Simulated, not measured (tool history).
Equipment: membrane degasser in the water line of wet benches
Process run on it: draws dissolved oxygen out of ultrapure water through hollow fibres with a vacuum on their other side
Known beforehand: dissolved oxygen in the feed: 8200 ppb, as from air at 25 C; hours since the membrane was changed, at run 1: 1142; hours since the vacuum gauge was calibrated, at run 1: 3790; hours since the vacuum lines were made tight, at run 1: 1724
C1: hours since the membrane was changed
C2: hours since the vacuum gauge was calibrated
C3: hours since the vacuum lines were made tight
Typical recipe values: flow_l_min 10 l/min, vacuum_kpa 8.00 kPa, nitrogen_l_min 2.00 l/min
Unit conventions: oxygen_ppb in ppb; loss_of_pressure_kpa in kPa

Run 1, hour 0.0: usual settings; C1 1142; C2 3790; C3 1724. Result: oxygen_ppb 66.8 ppb, loss_of_pressure_kpa 69.01 kPa.
Run 2, hour 44.0: usual settings; C1 1186; C2 3834; C3 1768. Result: oxygen_ppb 65.4 ppb, loss_of_pressure_kpa 69.56 kPa.
Run 3, hour 69.6: usual settings; C1 1212; C2 3859; C3 1793. Result: oxygen_ppb 65.5 ppb, loss_of_pressure_kpa 69.31 kPa.
Run 4, hour 110.6: usual settings but nitrogen_l_min 0.87 l/min; C1 1253; C2 3900; C3 1834. Result: oxygen_ppb 143.0 ppb, loss_of_pressure_kpa 69.44 kPa.
Run 5, hour 151.2: usual settings but nitrogen_l_min 0.87 l/min; C1 1294; C2 3941; C3 1875. Result: oxygen_ppb 143.2 ppb, loss_of_pressure_kpa 69.61 kPa.
Run 6, hour 199.2: usual settings; C1 1342; C2 3989; C3 1923. Result: oxygen_ppb 65.6 ppb, loss_of_pressure_kpa 69.76 kPa.
At hour 203.6: vacuum gauge calibrated.
Run 7, hour 235.0: usual settings; C1 1377; C2 31; C3 1958. Result: oxygen_ppb 68.6 ppb, loss_of_pressure_kpa 69.08 kPa.
Run 8, hour 263.9: usual settings but flow_l_min 7 l/min; C1 1406; C2 60; C3 1987. Result: oxygen_ppb 47.8 ppb, loss_of_pressure_kpa 48.71 kPa.
Run 9, hour 303.0: usual settings but flow_l_min 7 l/min; C1 1445; C2 99; C3 2026. Result: oxygen_ppb 48.7 ppb, loss_of_pressure_kpa 48.76 kPa.
Run 10, hour 337.4: usual settings; C1 1479; C2 134; C3 2061. Result: oxygen_ppb 68.0 ppb, loss_of_pressure_kpa 69.61 kPa.
Run 11, hour 362.7: usual settings but flow_l_min 12 l/min, vacuum_kpa 12.56 kPa, nitrogen_l_min 2.28 l/min; C1 1505; C2 159; C3 2086. Result: oxygen_ppb 129.5 ppb, loss_of_pressure_kpa 82.76 kPa.
Run 12, hour 403.3: usual settings but flow_l_min 15 l/min, vacuum_kpa 6.22 kPa, nitrogen_l_min 1.17 l/min; C1 1545; C2 200; C3 2126. Result: oxygen_ppb 113.6 ppb, loss_of_pressure_kpa 103.40 kPa.
Run 13, hour 429.0: usual settings but flow_l_min 15 l/min, vacuum_kpa 6.22 kPa, nitrogen_l_min 1.17 l/min; C1 1571; C2 225; C3 2152. Result: oxygen_ppb 112.4 ppb, loss_of_pressure_kpa 103.91 kPa.
At hour 442.2: vacuum gauge calibrated, once more.
Run 14, hour 464.2: usual settings but vacuum_kpa 6.22 kPa, nitrogen_l_min 0.93 l/min; C1 1606; C2 22; C3 2187. Result: oxygen_ppb 80.6 ppb, loss_of_pressure_kpa 69.86 kPa.
Run 15, hour 489.3: usual settings but vacuum_kpa 6.22 kPa, nitrogen_l_min 0.93 l/min; C1 1631; C2 47; C3 2212. Result: oxygen_ppb 82.4 ppb, loss_of_pressure_kpa 70.17 kPa.
Run 16, hour 510.1: usual settings but vacuum_kpa 6.22 kPa, nitrogen_l_min 0.93 l/min; C1 1652; C2 68; C3 2233. Result: oxygen_ppb 81.7 ppb, loss_of_pressure_kpa 69.77 kPa.
Run 17, hour 554.1: usual settings but flow_l_min 14 l/min, vacuum_kpa 17.77 kPa, nitrogen_l_min 0.93 l/min; C1 1696; C2 112; C3 2277. Result: oxygen_ppb 484.4 ppb, loss_of_pressure_kpa 97.55 kPa.
Run 18, hour 585.5: usual settings but flow_l_min 14 l/min, vacuum_kpa 14.69 kPa, nitrogen_l_min 1.38 l/min; C1 1727; C2 143; C3 2308. Result: oxygen_ppb 281.1 ppb, loss_of_pressure_kpa 97.99 kPa.
Run 19, hour 609.5: usual settings but flow_l_min 7 l/min, vacuum_kpa 13.96 kPa, nitrogen_l_min 3.53 l/min; C1 1751; C2 167; C3 2332. Result: oxygen_ppb 56.6 ppb, loss_of_pressure_kpa 48.46 kPa.

Predict each of these 3 candidate next runs independently; none follows another, all start after run 19:
Run A, hour 630.6: usual settings but flow_l_min 6 l/min, vacuum_kpa 5.28 kPa, nitrogen_l_min 3.53 l/min; C1 1772; C2 188; C3 2353. Result: oxygen_ppb ?, loss_of_pressure_kpa ?.
Run B, hour 630.6: usual settings but flow_l_min 6 l/min, vacuum_kpa 10.69 kPa, nitrogen_l_min 1.32 l/min; C1 1772; C2 188; C3 2353. Result: oxygen_ppb ?, loss_of_pressure_kpa ?.
Run C, hour 630.6: usual settings but flow_l_min 12 l/min, vacuum_kpa 12.51 kPa, nitrogen_l_min 3.93 l/min; C1 1772; C2 188; C3 2353. Result: oxygen_ppb ?, loss_of_pressure_kpa ?.

run  oxygen_ppb  loss_of_pressure_kpa
  A        10.2                 41.90
  B        88.0                 41.88
  C        74.6                 83.65
Take away the tool's hidden state, keep each run's random variation, and the runs would have read:
run  oxygen_ppb  loss_of_pressure_kpa
  A         9.5                 41.38
  B        83.8                 41.35
  C        72.3                 82.61
